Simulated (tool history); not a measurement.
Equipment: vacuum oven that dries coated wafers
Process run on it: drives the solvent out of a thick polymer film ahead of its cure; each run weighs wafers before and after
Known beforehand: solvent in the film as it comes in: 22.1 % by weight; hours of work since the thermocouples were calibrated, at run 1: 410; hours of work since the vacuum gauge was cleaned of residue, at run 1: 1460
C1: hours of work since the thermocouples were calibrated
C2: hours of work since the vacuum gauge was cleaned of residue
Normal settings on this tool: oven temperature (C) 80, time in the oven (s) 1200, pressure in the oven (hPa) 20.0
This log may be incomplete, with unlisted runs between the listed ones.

{"run": 1, "day": 0.0, "oven temperature (C)": 80, "time in the oven (s)": 1200, "pressure in the oven (hPa)": 20.0, "C1": 410, "C2": 1460, "solvent left in the film (%)": 4.32}
{"run": 2, "day": 1.946, "oven temperature (C)": 80, "time in the oven (s)": 1200, "pressure in the oven (hPa)": 20.0, "C1": 442, "C2": 1492, "solvent left in the film (%)": 4.39}
{"run": 3, "day": 3.538, "oven temperature (C)": 80, "time in the oven (s)": 1200, "pressure in the oven (hPa)": 20.0, "C1": 467, "C2": 1517, "solvent left in the film (%)": 4.39}
{"run": 4, "day": 5.829, "oven temperature (C)": 80, "time in the oven (s)": 1200, "pressure in the oven (hPa)": 20.0, "C1": 504, "C2": 1554, "solvent left in the film (%)": 4.39}
{"run": 5, "day": 8.383, "oven temperature (C)": 80, "time in the oven (s)": 1560, "pressure in the oven (hPa)": 20.0, "C1": 545, "C2": 1595, "solvent left in the film (%)": 3.26}
{"run": 6, "day": 10.483, "oven temperature (C)": 80, "time in the oven (s)": 1200, "pressure in the oven (hPa)": 18.5, "C1": 579, "C2": 1629, "solvent left in the film (%)": 4.34}
{"run": 7, "day": 12.138, "oven temperature (C)": 80, "time in the oven (s)": 1200, "pressure in the oven (hPa)": 20.0, "C1": 605, "C2": 1655, "solvent left in the film (%)": 4.55}
{"run": 8, "day": 14.062, "oven temperature (C)": 80, "time in the oven (s)": 1200, "pressure in the oven (hPa)": 20.0, "C1": 636, "C2": 1686, "solvent left in the film (%)": 4.53}
{"run": 9, "day": 15.208, "oven temperature (C)": 80, "time in the oven (s)": 1200, "pressure in the oven (hPa)": 20.0, "C1": 655, "C2": 1704, "solvent left in the film (%)": 4.49}
{"run": 10, "day": 17.162, "oven temperature (C)": 80, "time in the oven (s)": 1200, "pressure in the oven (hPa)": 20.0, "C1": 686, "C2": 1736, "solvent left in the film (%)": 4.5}
{"run": 11, "day": 19.212, "oven temperature (C)": 80, "time in the oven (s)": 1200, "pressure in the oven (hPa)": 20.0, "C1": 719, "C2": 1769, "solvent left in the film (%)": 4.47}
{"day": 19.525, "done": "oven's thermocouples calibrated"}
{"run": 12, "day": 20.954, "oven temperature (C)": 80, "time in the oven (s)": 1200, "pressure in the oven (hPa)": 21.8, "C1": 23, "C2": 1795, "solvent left in the film (%)": 4.72}
{"run": 13, "day": 22.425, "oven temperature (C)": 80, "time in the oven (s)": 1200, "pressure in the oven (hPa)": 21.8, "C1": 47, "C2": 1819, "solvent left in the film (%)": 4.84}
{"run": 14, "day": 24.942, "oven temperature (C)": 80, "time in the oven (s)": 1200, "pressure in the oven (hPa)": 21.8, "C1": 87, "C2": 1859, "solvent left in the film (%)": 4.85}
{"run": 15, "day": 26.479, "oven temperature (C)": 80, "time in the oven (s)": 1200, "pressure in the oven (hPa)": 21.8, "C1": 112, "C2": 1884, "solvent left in the film (%)": 4.73}
{"run": 16, "day": 28.95, "oven temperature (C)": 80, "time in the oven (s)": 1200, "pressure in the oven (hPa)": 11.9, "C1": 151, "C2": 1924, "solvent left in the film (%)": 4.42}
{"run": 17, "day": 30.879, "oven temperature (C)": 80, "time in the oven (s)": 1200, "pressure in the oven (hPa)": 11.9, "C1": 182, "C2": 1955, "solvent left in the film (%)": 4.41}
{"run": 18, "day": 32.288, "oven temperature (C)": 80, "time in the oven (s)": 1200, "pressure in the oven (hPa)": 11.9, "C1": 205, "C2": 1977, "solvent left in the film (%)": 4.34}
{"day": 32.796, "done": "oven's thermocouples calibrated, once more"}
{"run": 19, "day": 34.271, "oven temperature (C)": 80, "time in the oven (s)": 1200, "pressure in the oven (hPa)": 11.9, "C1": 24, "C2": 2008, "solvent left in the film (%)": 4.02}
{"run": 20, "day": 36.65, "oven temperature (C)": 80, "time in the oven (s)": 660, "pressure in the oven (hPa)": 56.5, "C1": 62, "C2": 2046, "solvent left in the film (%)": 9.06}
{"run": 21, "day": 38.946, "oven temperature (C)": 89, "time in the oven (s)": 1200, "pressure in the oven (hPa)": 59.9, "C1": 99, "C2": 2083, "solvent left in the film (%)": 3.16}
{"run": 22, "day": 40.308, "oven temperature (C)": 89, "time in the oven (s)": 1200, "pressure in the oven (hPa)": 59.9, "C1": 121, "C2": 2105, "solvent left in the film (%)": 3.22}
{"run": 23, "day": 42.904, "oven temperature (C)": 80, "time in the oven (s)": 1140, "pressure in the oven (hPa)": 18.8, "C1": 162, "C2": 2146, "solvent left in the film (%)": 4.62}
{"run": 24, "day": 44.483, "oven temperature (C)": 77, "time in the oven (s)": 1140, "pressure in the oven (hPa)": 22.3, "C1": 188, "C2": 2172, "solvent left in the film (%)": 6.06}
{"run": 25, "day": 45.929, "oven temperature (C)": 78, "time in the oven (s)": 1860, "pressure in the oven (hPa)": 29.9, "C1": 211, "C2": 2195, "solvent left in the film (%)": 3.85}
{"run": 26, "day": 47.679, "oven temperature (C)": 72, "time in the oven (s)": 1080, "pressure in the oven (hPa)": 20.0, "C1": 239, "C2": 2223, "solvent left in the film (%)": 9.25}
{"run": 27, "day": 49.254, "oven temperature (C)": 80, "time in the oven (s)": 1500, "pressure in the oven (hPa)": 77.5, "C1": 264, "C2": 2248, "solvent left in the film (%)": 6.37}
{"run": 28, "day": 50.967, "oven temperature (C)": 80, "time in the oven (s)": 1200, "pressure in the oven (hPa)": 10.6, "C1": 292, "C2": 2276, "solvent left in the film (%)": 4.18}
{"run": 29, "day": 53.108, "oven temperature (C)": 72, "time in the oven (s)": 900, "pressure in the oven (hPa)": 65.1, "C1": 326, "C2": 2310, "solvent left in the film (%)": 12.35}
{"run": 30, "day": 54.929, "oven temperature (C)": 93, "time in the oven (s)": 1200, "pressure in the oven (hPa)": 12.1, "C1": 355, "C2": 2340, "solvent left in the film (%)": 0.97}
{"run": 31, "day": 57.083, "oven temperature (C)": 80, "time in the oven (s)": 1140, "pressure in the oven (hPa)": 60.7, "C1": 390, "C2": 2374, "solvent left in the film (%)": 6.88}
{"run": 32, "day": 59.212, "oven temperature (C)": 80, "time in the oven (s)": 1140, "pressure in the oven (hPa)": 60.7, "C1": 424, "C2": 2408, "solvent left in the film (%)": 6.64}
{"run": 33, "day": 60.417, "oven temperature (C)": 94, "time in the oven (s)": 1920, "pressure in the oven (hPa)": 71.0, "C1": 443, "C2": 2428, "solvent left in the film (%)": 2.77}
{"run": 34, "day": 62.625, "oven temperature (C)": 80, "time in the oven (s)": 1200, "pressure in the oven (hPa)": 50.1, "C1": 479, "C2": 2463, "solvent left in the film (%)": 6.1}

Branching from run 34: 3 alternative next runs. What would each branch give?
{"run": "A", "day": 64.904, "oven temperature (C)": 70, "time in the oven (s)": 600, "pressure in the oven (hPa)": 50.1, "C1": 516, "C2": 2500, "solvent left in the film (%)": "?"}
{"run": "B", "day": 64.904, "oven temperature (C)": 91, "time in the oven (s)": 1200, "pressure in the oven (hPa)": 20.0, "C1": 516, "C2": 2500, "solvent left in the film (%)": "?"}
{"run": "C", "day": 64.904, "oven temperature (C)": 80, "time in the oven (s)": 1380, "pressure in the oven (hPa)": 20.0, "C1": 516, "C2": 2500, "solvent left in the film (%)": "?"}

run=A solvent_left_in_the_film_(%)=14.85
run=B solvent_left_in_the_film_(%)=1.48
run=C solvent_left_in_the_film_(%)=3.91
Take away the tool's hidden state, keep each run's random variation, and the runs would have read:
run=A solvent_left_in_the_film_(%)=14.33
run=B solvent_left_in_the_film_(%)=1.03
run=C solvent_left_in_the_film_(%)=3.27
